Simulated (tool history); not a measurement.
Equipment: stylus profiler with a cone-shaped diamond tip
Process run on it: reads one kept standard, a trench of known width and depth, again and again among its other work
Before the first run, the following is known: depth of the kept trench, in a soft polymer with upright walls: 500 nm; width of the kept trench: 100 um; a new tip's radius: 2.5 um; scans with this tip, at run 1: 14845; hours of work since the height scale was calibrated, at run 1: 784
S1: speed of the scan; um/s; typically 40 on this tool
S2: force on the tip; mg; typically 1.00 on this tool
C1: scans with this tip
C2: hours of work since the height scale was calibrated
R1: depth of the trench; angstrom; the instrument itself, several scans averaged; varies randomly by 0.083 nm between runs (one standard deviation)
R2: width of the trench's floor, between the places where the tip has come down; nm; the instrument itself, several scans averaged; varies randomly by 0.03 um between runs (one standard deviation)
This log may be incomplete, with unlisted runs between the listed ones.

run,hour,S1,S2,C1,C2,R1,R2
1,0.0,40,1.00,14845,784,5007.6,96090
2,88.7,40,1.00,15278,842,5008.6,96010
3,148.8,136,1.00,15571,882,5007.9,95520
4,200.1,13,1.00,15822,916,5008.3,96100
5,251.2,40,1.85,16071,950,5015.1,96100
6,338.5,40,1.00,16497,1008,5007.5,95960
7,426.0,40,1.07,16924,1065,5007.1,95950
8,501.9,40,1.54,17294,1116,5011.8,95960
9,541.5,40,1.54,17488,1142,5013.2,96000
# hour 562.1: height scale calibrated on a step standard
10,625.8,40,1.54,17896,42,5025.2,95970
11,723.9,40,0.73,18375,107,5012.9,95880
12,790.1,12,1.00,18698,151,5017.6,96060
13,862.7,12,1.00,19052,199,5015.3,95990
14,929.4,63,1.00,19378,243,5017.7,95730
15,1012.8,20,1.00,19785,298,5016.3,95880
16,1097.0,20,1.00,20196,354,5014.4,95900
17,1180.4,20,0.89,20602,409,5013.1,95960
18,1265.2,40,1.00,21016,465,5014.4,95830
19,1328.8,40,1.00,21327,507,5013.0,95780
20,1425.1,40,2.86,21796,571,5030.7,95830
21,1501.5,40,0.43,22169,621,5004.1,95600
22,1549.6,12,2.54,22404,653,5027.7,95880
23,1628.6,24,0.47,22789,705,5004.5,95750
24,1718.4,12,1.36,23227,765,5015.4,95850
25,1797.1,36,0.39,23611,817,5001.7,95590
26,1854.2,40,1.63,23890,854,5015.2,95690
27,1931.0,40,1.32,24265,905,5013.9,95680
28,2015.7,40,2.33,24678,961,5021.3,95700
29,2079.9,19,0.81,24991,1004,5005.1,95790
30,2126.6,19,0.81,25219,1035,5005.0,95740
31,2194.2,19,0.81,25549,1079,5005.7,95710
32,2284.8,23,1.79,25991,1139,5014.9,95650
# hour 2309.3: height scale calibrated on a step standard
33,2371.5,23,1.79,26412,41,5027.8,95650
34,2422.2,68,0.44,26659,75,5009.9,95190
35,2507.9,68,0.44,27077,131,5010.8,95170
36,2565.3,20,0.91,27357,169,5017.4,95670
37,2646.2,15,1.50,27752,223,5024.2,95690

3 options for the next run, each taken on its own from the tool as it stands now. Forecast them:
A,2689.3,16,0.55,27962,251,?,?
B,2689.3,19,2.96,27962,251,?,?
C,2689.3,10,0.91,27962,251,?,?

run,R1,R2
A,5010.2,95540
B,5036.2,95700
C,5016.8,95700
Stripped of hidden state, with their random variation kept, the same runs would have yielded:
run,R1,R2
A,5011.9,96800
B,5037.9,96960
C,5018.4,96960
